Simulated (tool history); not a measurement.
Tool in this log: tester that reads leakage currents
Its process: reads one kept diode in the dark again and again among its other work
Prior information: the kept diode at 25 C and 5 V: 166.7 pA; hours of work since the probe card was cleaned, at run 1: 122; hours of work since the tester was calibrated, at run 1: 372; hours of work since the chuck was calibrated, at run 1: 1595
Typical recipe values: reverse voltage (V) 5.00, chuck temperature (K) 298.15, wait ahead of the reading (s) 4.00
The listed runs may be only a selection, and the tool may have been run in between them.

run,hour,reverse voltage (V),chuck temperature (K),wait ahead of the reading (s),hours of work since the probe card was cleaned,hours of work since the tester was calibrated,hours of work since the chuck was calibrated,current that the tester gives (pA)
1,0.0,5.00,298.15,4.00,122,372,1595,144.84
2,23.4,5.00,298.15,4.00,132,383,1606,144.99
3,39.1,5.00,298.15,4.00,140,390,1613,144.29
4,65.7,5.00,296.15,4.00,152,402,1625,124.03
5,88.3,5.00,296.15,4.00,162,412,1636,123.33
6,105.2,5.00,296.15,4.00,170,420,1643,124.32
7,127.7,5.00,296.15,4.00,180,430,1654,123.33
8,150.5,5.00,298.15,4.00,191,441,1664,143.84
9,173.3,5.00,298.15,4.00,201,451,1675,143.14
10,199.7,5.00,298.15,4.00,213,463,1687,144.07
11,229.0,5.00,298.15,4.00,227,477,1700,143.65
12,253.0,5.00,298.15,1.09,238,488,1711,144.84
13,268.7,5.00,298.15,1.09,245,495,1718,143.57
14,285.9,5.00,298.15,1.09,253,503,1726,143.04
15,313.9,3.62,298.15,4.00,266,516,1739,129.24
16,330.5,3.62,298.15,4.00,273,523,1747,129.48
17,345.5,3.62,307.15,3.69,280,530,1754,249.60
18,374.2,5.00,316.15,4.00,293,543,1767,510.69
19,392.7,4.00,298.15,3.33,302,552,1775,132.90
20,412.1,1.00,315.15,3.94,311,561,1784,293.27
21,440.6,1.00,315.15,3.94,324,574,1797,291.50
22,463.3,3.85,315.15,3.94,334,584,1808,440.40
23,486.1,5.00,298.15,1.77,345,595,1818,142.48
24,503.9,5.00,298.15,1.77,353,603,1826,141.82
25,530.1,5.00,328.15,0.96,365,615,1838,1106.32
26,553.0,5.00,313.15,0.46,375,625,1849,416.34
27,582.6,1.46,302.15,2.59,389,639,1862,130.87
28,601.7,8.97,309.15,3.31,398,648,1871,375.88
29,627.6,8.97,309.15,3.31,409,660,1883,375.21

Difference, measured minus no-hidden-state, one row per run. Run-to-run variation is common to both terms; the gauge's own scatter need not be:
What the log doesn't record here: stray current of the dirty probe card, pA a volt; current scale over the true one, %; true chuck temperature over the reading, C; drift of the gauge itself on leakage_pa, %.
run,current that the tester gives (pA)
1,-22.73
2,-22.90
3,-22.89
4,-20.07
5,-20.06
6,-20.32
7,-20.28
8,-23.51
9,-23.52
10,-23.86
11,-23.95
12,-24.16
13,-24.06
14,-24.08
15,-22.12
16,-22.25
17,-40.70
18,-79.14
19,-23.17
20,-46.45
21,-46.57
22,-70.43
23,-25.28
24,-25.28
25,-165.71
26,-68.60
27,-23.60
28,-64.15
29,-64.44
